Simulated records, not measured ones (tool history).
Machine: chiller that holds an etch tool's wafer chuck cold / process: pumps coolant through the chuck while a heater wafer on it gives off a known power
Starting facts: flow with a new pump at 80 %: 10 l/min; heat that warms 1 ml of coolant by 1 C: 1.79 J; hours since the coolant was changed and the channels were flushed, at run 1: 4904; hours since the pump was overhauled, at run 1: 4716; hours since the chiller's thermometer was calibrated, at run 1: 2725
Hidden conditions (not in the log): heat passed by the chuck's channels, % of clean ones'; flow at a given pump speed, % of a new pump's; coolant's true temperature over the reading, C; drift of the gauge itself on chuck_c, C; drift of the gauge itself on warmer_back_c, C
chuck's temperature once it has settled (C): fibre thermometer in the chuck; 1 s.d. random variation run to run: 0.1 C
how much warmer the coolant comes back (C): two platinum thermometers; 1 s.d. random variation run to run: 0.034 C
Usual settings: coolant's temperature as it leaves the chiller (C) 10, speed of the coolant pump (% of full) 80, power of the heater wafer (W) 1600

run	hour	coolant's temperature as it leaves the chiller (C)	speed of the coolant pump (% of full)	power of the heater wafer (W)	hours since the coolant was changed and the channels were flushed	hours since the pump was overhauled	hours since the chiller's thermometer was calibrated	chuck's temperature once it has settled (C)	how much warmer the coolant comes back (C)
1	0.0	10	80	1600	4904	4716	2725	26.5	5.37
2	85.6	10	77	1600	4990	4801	2810	27.2	5.55
3	232.1	10	80	1797	5136	4948	2957	28.6	5.97
4	325.7	10	80	1264	5230	5041	3050	23.0	4.25
5	433.4	10	80	1264	5338	5149	3158	23.1	4.15
# hour 458.7: chiller's thermometer calibrated
6	545.3	10	80	1264	5449	5260	87	23.2	4.18
7	686.3	10	80	1264	5590	5401	228	23.0	4.22
8	781.9	10	80	1264	5685	5497	323	22.9	4.24
9	905.7	10	80	1264	5809	5620	447	23.0	4.21
10	981.0	10	80	1264	5884	5696	522	23.0	4.24
11	1091.9	10	80	1264	5995	5807	633	23.0	4.23
12	1198.1	10	80	1600	6101	5913	739	26.3	5.36
13	1314.1	10	80	1600	6217	6029	855	26.6	5.39
14	1421.4	9	80	1600	6325	6136	963	25.6	5.34
15	1511.6	9	80	1600	6415	6226	1053	25.6	5.32
16	1629.4	9	80	1600	6533	6344	1171	25.4	5.37
17	1742.7	9	75	1600	6646	6457	1284	26.5	5.67
18	1831.8	18	68	1120	6735	6546	1373	31.3	4.43
19	1927.1	4	84	1207	6830	6642	1468	15.8	3.88
20	2016.2	15	72	1373	6919	6731	1558	30.5	5.03
21	2080.7	3	90	826	6984	6795	1622	10.5	2.47
22	2179.3	4	67	1691	7083	6894	1721	24.3	6.74
23	2328.3	19	98	2379	7232	7043	1870	39.5	6.50
24	2462.3	13	98	1583	7366	7177	2004	26.6	4.44
25	2562.1	8	80	1364	7465	7277	2103	22.0	4.58
26	2683.3	18	79	1332	7587	7398	2225	32.0	4.51
27	2773.0	10	80	1586	7676	7488	2314	26.2	5.35
28	2901.3	20	99	1491	7805	7616	2443	32.7	4.02
29	3008.4	20	99	1491	7912	7723	2550	32.6	4.09
30	3090.9	11	82	1263	7994	7806	2632	23.7	4.08
31	3224.9	10	68	2155	8128	7940	2766	35.6	8.38

Hidden state at the last listed run before each entry between runs and at the first one after, where it differs:
After run 5, before run 6: chiller's thermometer calibrated (hour 458.7)
  nothing in the hidden state changes from one run to the other

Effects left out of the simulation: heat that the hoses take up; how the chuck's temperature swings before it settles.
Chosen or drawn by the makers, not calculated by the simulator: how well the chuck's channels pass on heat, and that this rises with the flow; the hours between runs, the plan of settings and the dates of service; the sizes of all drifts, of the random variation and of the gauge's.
